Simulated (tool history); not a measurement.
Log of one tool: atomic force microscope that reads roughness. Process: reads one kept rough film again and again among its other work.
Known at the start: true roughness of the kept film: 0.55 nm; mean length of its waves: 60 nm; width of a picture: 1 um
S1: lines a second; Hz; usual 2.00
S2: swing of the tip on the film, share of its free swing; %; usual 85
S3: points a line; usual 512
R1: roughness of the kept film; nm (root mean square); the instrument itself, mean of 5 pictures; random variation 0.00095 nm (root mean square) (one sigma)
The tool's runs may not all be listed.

| run | hour | S1 | S2 | S3 | R1 |
|---|---|---|---|---|---|
| 1 | 0.0 | 2.00 | 85 | 512 | 0.4411 |
| 2 | 25.1 | 2.00 | 85 | 512 | 0.4398 |
| 3 | 45.0 | 2.00 | 85 | 512 | 0.4410 |
| 4 | 59.9 | 2.00 | 85 | 512 | 0.4387 |
| 5 | 81.3 | 2.00 | 85 | 468 | 0.4384 |
| 6 | 98.1 | 0.85 | 85 | 412 | 0.4958 |
| 7 | 126.8 | 0.85 | 85 | 412 | 0.4945 |
| 8 | 153.9 | 0.85 | 85 | 412 | 0.4927 |
| 9 | 170.7 | 0.85 | 85 | 412 | 0.4936 |
| 10 | 200.3 | 2.00 | 55 | 430 | 0.5240 |

The same runs without the tool's hidden state, with the same run-to-run variation:
The hidden state here: radius of the tip, nm; height scale over the true one, %; drift of the gauge itself on roughness_nm, %.
| run | R1 |
|---|---|
| 1 | 0.4408 |
| 2 | 0.4398 |
| 3 | 0.4412 |
| 4 | 0.4390 |
| 5 | 0.4390 |
| 6 | 0.4967 |
| 7 | 0.4958 |
| 8 | 0.4943 |
| 9 | 0.4955 |
| 10 | 0.5264 |
